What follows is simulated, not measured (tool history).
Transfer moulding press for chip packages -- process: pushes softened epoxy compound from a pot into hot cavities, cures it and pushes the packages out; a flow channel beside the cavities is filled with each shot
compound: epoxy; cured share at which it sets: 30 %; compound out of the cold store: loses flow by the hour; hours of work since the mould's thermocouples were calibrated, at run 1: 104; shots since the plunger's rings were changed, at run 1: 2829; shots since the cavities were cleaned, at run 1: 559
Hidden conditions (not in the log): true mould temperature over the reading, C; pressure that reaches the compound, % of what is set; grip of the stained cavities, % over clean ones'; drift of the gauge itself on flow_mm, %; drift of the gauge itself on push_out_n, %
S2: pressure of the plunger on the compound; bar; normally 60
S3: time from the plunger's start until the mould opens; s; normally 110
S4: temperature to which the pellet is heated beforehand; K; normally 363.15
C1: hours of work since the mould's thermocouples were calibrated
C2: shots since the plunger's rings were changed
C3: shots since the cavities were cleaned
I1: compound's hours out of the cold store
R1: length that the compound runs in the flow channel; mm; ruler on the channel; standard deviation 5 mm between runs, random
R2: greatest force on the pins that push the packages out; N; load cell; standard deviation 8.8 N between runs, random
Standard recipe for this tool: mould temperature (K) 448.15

Run 1, hour 0: usual settings; C1 104; C2 2829; C3 559; I1 21.2. Result: R1 507 mm, R2 614 N.
Run 2, hour 8.3: usual settings but S4 359.15 K; C1 109; C2 2906; C3 636; I1 42.1. Result: R1 436 mm, R2 609 N.
Run 3, hour 16.1: usual settings but S4 359.15 K; C1 113; C2 2977; C3 707; I1 35.5. Result: R1 454 mm, R2 635 N.
Run 4, hour 22.7: usual settings but S2 61.1 bar, S4 359.15 K; C1 117; C2 3038; C3 768; I1 20.6. Result: R1 511 mm, R2 683 N.
Run 5, hour 34.7: usual settings but S2 61.1 bar, S4 359.15 K; C1 124; C2 3149; C3 879; I1 24.2. Result: R1 496 mm, R2 702 N.
At hour 39.8: cavities cleaned with cleaning compound and waxed.
Run 6, hour 44.9: usual settings but S2 61.1 bar, S4 359.15 K; C1 129; C2 3229; C3 47; I1 46.2. Result: R1 426 mm, R2 417 N.
Run 7, hour 52.7: usual settings but S2 61.1 bar, S4 359.15 K; C1 133; C2 3301; C3 119; I1 27.1. Result: R1 493 mm, R2 470 N.
Run 8, hour 65.1: usual settings but S2 61.1 bar, S4 359.15 K; C1 140; C2 3415; C3 233; I1 27.1. Result: R1 490 mm, R2 513 N.
Run 9, hour 71.5: usual settings but S4 373.15 K; C1 144; C2 3474; C3 292; I1 31.2. Result: R1 461 mm, R2 521 N.
Run 10, hour 85.1: usual settings but S4 373.15 K; C1 152; C2 3600; C3 418; I1 30.7. Result: R1 465 mm, R2 583 N.
Run 11, hour 97.5: usual settings but mould temperature (K) 443.15, S2 57.1 bar, S4 373.15 K; C1 159; C2 3714; C3 532; I1 28.6. Result: R1 473 mm, R2 792 N.
Run 12, hour 109.1: usual settings but mould temperature (K) 455.15, S2 68.8 bar, S3 107 s, S4 357.15 K; C1 165; C2 3821; C3 639; I1 39.9. Result: R1 454 mm, R2 569 N.
Run 13, hour 118.7: usual settings but mould temperature (K) 455.15, S2 68.8 bar, S3 107 s, S4 357.15 K; C1 171; C2 3910; C3 728; I1 15.3. Result: R1 552 mm, R2 579 N.
Run 14, hour 133.9: usual settings but mould temperature (K) 451.15, S2 63.1 bar, S3 145 s, S4 358.15 K; C1 180; C2 4050; C3 868; I1 33.1. Result: R1 457 mm, R2 591 N.
At hour 139.2: cavities cleaned with cleaning compound and waxed.
Run 15, hour 142.6: usual settings but mould temperature (K) 451.15, S2 63.1 bar, S3 145 s, S4 358.15 K; C1 184; C2 4115; C3 30; I1 26.8. Result: R1 479 mm, R2 331 N.
Run 16, hour 149.9: usual settings but mould temperature (K) 451.15, S2 63.1 bar, S3 145 s, S4 358.15 K; C1 188; C2 4183; C3 98; I1 38.9. Result: R1 436 mm, R2 355 N.
Run 17, hour 162.5: usual settings but mould temperature (K) 451.15, S2 63.1 bar, S3 145 s, S4 358.15 K; C1 195; C2 4299; C3 214; I1 36.8. Result: R1 448 mm, R2 405 N.
Run 18, hour 170.8: usual settings but mould temperature (K) 451.15, S2 63.1 bar, S3 145 s, S4 358.15 K; C1 200; C2 4375; C3 290; I1 40.5. Result: R1 433 mm, R2 444 N.

Here are 5 independent what-if runs from the current tool condition. What would each one return?
Run A, hour 179.7: usual settings but mould temperature (K) 451.15, S2 63.1 bar, S3 145 s, S4 368.15 K; C1 205; C2 4457; C3 372; I1 29.9. Result: R1 ?, R2 ?.
Run B, hour 179.7: usual settings but mould temperature (K) 451.15, S2 74.9 bar, S3 92 s, S4 355.15 K; C1 205; C2 4457; C3 372; I1 25. Result: R1 ?, R2 ?.
Run C, hour 179.7: usual settings but mould temperature (K) 451.15, S2 50.7 bar, S3 145 s, S4 358.15 K; C1 205; C2 4457; C3 372; I1 43.5. Result: R1 ?, R2 ?.
Run D, hour 179.7: usual settings but mould temperature (K) 451.15, S2 64 bar, S3 90 s, S4 353.15 K; C1 205; C2 4457; C3 372; I1 41.7. Result: R1 ?, R2 ?.
Run E, hour 179.7: usual settings but mould temperature (K) 449.15, S2 63.1 bar, S3 146 s, S4 372.15 K; C1 205; C2 4457; C3 372; I1 27.6. Result: R1 ?, R2 ?.

run   R1   R2
  A  474  462
  B  531  685
  C  384  464
  D  433  691
  E  479  467
Take away the tool's hidden state, keep each run's random variation, and the runs would have read:
run   R1   R2
  A  507  321
  B  569  479
  C  412  322
  D  464  485
  E  514  323
